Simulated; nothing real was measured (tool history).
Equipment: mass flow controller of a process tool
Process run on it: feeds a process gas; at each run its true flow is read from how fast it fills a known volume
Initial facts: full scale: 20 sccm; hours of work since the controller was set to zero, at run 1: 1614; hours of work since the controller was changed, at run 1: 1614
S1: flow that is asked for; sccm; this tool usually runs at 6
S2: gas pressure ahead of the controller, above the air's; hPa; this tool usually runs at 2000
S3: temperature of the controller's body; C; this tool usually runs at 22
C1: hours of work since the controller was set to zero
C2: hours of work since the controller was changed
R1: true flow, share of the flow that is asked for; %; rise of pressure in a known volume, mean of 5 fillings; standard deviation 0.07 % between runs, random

| run | hour | S1 | S2 | S3 | C1 | C2 | R1 |
|---|---|---|---|---|---|---|---|
| 1 | 0.0 | 6 | 2000 | 22 | 1614 | 1614 | 100.15 |
| 2 | 264.4 | 6 | 2000 | 22 | 1699 | 1699 | 100.01 |
| 3 | 435.6 | 6 | 2000 | 22 | 1753 | 1753 | 100.27 |
| 4 | 620.8 | 6 | 2000 | 22 | 1813 | 1813 | 100.29 |
| 5 | 761.9 | 6 | 2000 | 22 | 1858 | 1858 | 100.34 |
| 6 | 989.8 | 6 | 2000 | 22 | 1930 | 1930 | 100.28 |
| 7 | 1176.2 | 6 | 2000 | 22 | 1990 | 1990 | 100.38 |
| 8 | 1325.5 | 6 | 2000 | 22 | 2038 | 2038 | 100.40 |
| 9 | 1507.3 | 6 | 2000 | 22 | 2096 | 2096 | 100.54 |
| 10 | 1730.9 | 6 | 2000 | 22 | 2167 | 2167 | 100.33 |
| 11 | 1880.9 | 6 | 2000 | 22 | 2215 | 2215 | 100.49 |
| 12 | 2087.0 | 6 | 2610 | 22 | 2281 | 2281 | 100.94 |
| 13 | 2204.6 | 6 | 2000 | 36 | 2318 | 2318 | 101.46 |
| 14 | 2364.1 | 6 | 2000 | 36 | 2369 | 2369 | 101.51 |
| 15 | 2530.3 | 6 | 2000 | 36 | 2422 | 2422 | 101.49 |
| 16 | 2757.2 | 6 | 2000 | 22 | 2495 | 2495 | 100.77 |
| 17 | 3003.6 | 5 | 2000 | 22 | 2573 | 2573 | 101.07 |
| 18 | 3171.8 | 5 | 2000 | 22 | 2627 | 2627 | 101.08 |
| 19 | 3299.8 | 5 | 2000 | 22 | 2668 | 2668 | 101.15 |
| 20 | 3434.1 | 6 | 2000 | 22 | 2711 | 2711 | 100.88 |
| 21 | 3613.2 | 6 | 2000 | 22 | 2768 | 2768 | 101.06 |
| 22 | 3873.7 | 6 | 2000 | 25 | 2851 | 2851 | 101.32 |
| 23 | 4051.3 | 6 | 2000 | 31 | 2908 | 2908 | 101.72 |
| 24 | 4219.6 | 6 | 2000 | 26 | 2962 | 2962 | 101.28 |
| 25 | 4484.5 | 3 | 1810 | 32 | 3046 | 3046 | 103.01 |
| 26 | 4633.7 | 3 | 1810 | 32 | 3094 | 3094 | 102.87 |
| 27 | 4770.9 | 9 | 2190 | 35 | 3138 | 3138 | 101.69 |
| 28 | 4989.6 | 9 | 2190 | 35 | 3207 | 3207 | 101.80 |
| 29 | 5230.9 | 6 | 1590 | 24 | 3285 | 3285 | 101.25 |
| 30 | 5461.8 | 6 | 1420 | 39 | 3358 | 3358 | 102.05 |
| 31 | 5633.1 | 6 | 2590 | 38 | 3413 | 3413 | 102.54 |
| 32 | 5806.2 | 5 | 2150 | 38 | 3468 | 3468 | 102.72 |
| 33 | 5917.3 | 3 | 1540 | 37 | 3504 | 3504 | 103.56 |
| 34 | 6148.5 | 7 | 2000 | 36 | 3577 | 3577 | 102.14 |
| 35 | 6347.9 | 6 | 2310 | 31 | 3641 | 3641 | 102.28 |
| 36 | 6489.0 | 10 | 1960 | 34 | 3686 | 3686 | 101.92 |
| 37 | 6696.1 | 6 | 2000 | 24 | 3752 | 3752 | 101.89 |
| 38 | 6908.8 | 11 | 2540 | 24 | 3820 | 3820 | 101.70 |
| 39 | 7105.7 | 4 | 2160 | 20 | 3883 | 3883 | 102.59 |
| 40 | 7329.6 | 20 | 1430 | 30 | 3955 | 3955 | 101.86 |
| 41 | 7482.6 | 11 | 2100 | 35 | 4003 | 4003 | 102.12 |
| 42 | 7621.1 | 11 | 2100 | 35 | 4048 | 4048 | 102.22 |
| 43 | 7831.2 | 11 | 1720 | 35 | 4115 | 4115 | 102.15 |
| 44 | 8086.6 | 3 | 2580 | 34 | 4196 | 4196 | 104.68 |
| 45 | 8262.7 | 2 | 2730 | 21 | 4253 | 4253 | 105.83 |
| 46 | 8524.3 | 2 | 2000 | 24 | 4336 | 4336 | 105.79 |
| 47 | 8754.1 | 2 | 2000 | 24 | 4409 | 4409 | 105.98 |
| 48 | 8918.3 | 2 | 1800 | 28 | 4462 | 4462 | 106.22 |

Pick out some run-to-run changes in R1. Of each, how much would a tool without hidden state show as well, from the settings, what came in and chance, and how much is left for the hidden state and any gauge scatter not in both results compared?
Unlogged tool condition in this case: flow at rest that the sensor doesn't see, % of full scale; true flow over the shown one, %; drift of the gauge itself on true_pct, %.
Run 24 -> 25: S1 6 -> 3, S2 2000 -> 1810, S3 26 -> 32. R1 +1.73 %: hidden state +1.48, all else +0.25.
Run 33 -> 34: S1 3 -> 7, S2 1540 -> 2000, S3 37 -> 36. R1 -1.42 %: hidden state -1.77, all else +0.35.
Run 39 -> 40: S1 4 -> 20, S2 2160 -> 1430, S3 20 -> 30. R1 -0.73 %: hidden state -2.07, all else +1.34.
Run 43 -> 44: S1 11 -> 3, S2 1720 -> 2580, S3 35 -> 34. R1 +2.53 %: hidden state +2.79, all else -0.26.
Run 44 -> 45: S1 3 -> 2, S2 2580 -> 2730, S3 34 -> 21. R1 +1.15 %: hidden state +1.96, all else -0.81.
